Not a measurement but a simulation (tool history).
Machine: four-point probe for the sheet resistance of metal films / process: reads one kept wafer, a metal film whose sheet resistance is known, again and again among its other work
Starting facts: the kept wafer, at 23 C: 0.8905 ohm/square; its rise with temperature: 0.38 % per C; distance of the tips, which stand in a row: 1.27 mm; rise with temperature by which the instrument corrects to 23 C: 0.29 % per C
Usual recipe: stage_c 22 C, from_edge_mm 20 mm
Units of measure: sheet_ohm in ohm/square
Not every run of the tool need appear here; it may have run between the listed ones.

run	hour	stage_c	from_edge_mm	sheet_ohm
1	0.0	22	20	0.896200
2	30.4	22	20	0.896642
3	57.8	22	20	0.896641
4	78.3	22	27	0.896084
5	96.6	22	20	0.896926
6	122.6	22	20	0.896606
7	156.8	22	20	0.897013
8	177.4	22	20	0.897284
9	206.0	22	20	0.897451
10	227.1	22	20	0.897626
11	247.3	19	20	0.894746
12	274.5	19	20	0.894806
13	292.7	19	20	0.894990
14	313.9	22	20	0.897676
15	332.4	22	20	0.897801
16	356.0	22	20	0.897778
17	385.4	22	14	0.900360
18	404.1	22	14	0.900275
19	443.2	22	14	0.899999
20	462.3	23	20	0.898678
21	492.1	22	20	0.897982
# hour 511.4: stage's thermometer calibrated
22	533.3	26	20	0.900547
23	572.2	26	20	0.900785
24	600.2	26	20	0.900892
25	616.7	26	20	0.900867
26	641.6	26	20	0.901218
27	665.5	27	24	0.901172
28	688.5	27	12	0.905277
29	727.1	21	5	0.925053
30	755.0	31	4	0.949734
31	778.7	30	15	0.906214
32	806.8	32	22	0.906315
33	834.8	29	9	0.911777
34	873.5	29	5	0.932590
35	914.1	20	29	0.895251
36	952.7	19	69	0.894068
37	985.8	19	69	0.894303
38	1015.7	19	69	0.894223
39	1035.0	19	69	0.894679
40	1061.9	32	40	0.905693
41	1087.1	32	20	0.907085

Difference, measured minus no-hidden-state, one row per run. Run-to-run variation is common to both terms; the gauge's own scatter need not be:
Hidden conditions of the tool in this case: inner tips' distance over the nominal, %; tips' flats over new ones', %; wafer's true temperature over the reading, C; drift of the gauge itself on sheet_ohm, %.
run	sheet_ohm
1	+0.004933
2	+0.005042
3	+0.005133
4	+0.005200
5	+0.005273
6	+0.005359
7	+0.005482
8	+0.005559
9	+0.005657
10	+0.005732
11	+0.005791
12	+0.005888
13	+0.005955
14	+0.006028
15	+0.006084
16	+0.006158
17	+0.006275
18	+0.006338
19	+0.006476
20	+0.006526
21	+0.006622
22	+0.005542
23	+0.005680
24	+0.005781
25	+0.005834
26	+0.005926
27	+0.006008
28	+0.006112
29	+0.006370
30	+0.006635
31	+0.006441
32	+0.006538
33	+0.006663
34	+0.006940
35	+0.006818
36	+0.006944
37	+0.007055
38	+0.007149
39	+0.007217
40	+0.007401
41	+0.007500

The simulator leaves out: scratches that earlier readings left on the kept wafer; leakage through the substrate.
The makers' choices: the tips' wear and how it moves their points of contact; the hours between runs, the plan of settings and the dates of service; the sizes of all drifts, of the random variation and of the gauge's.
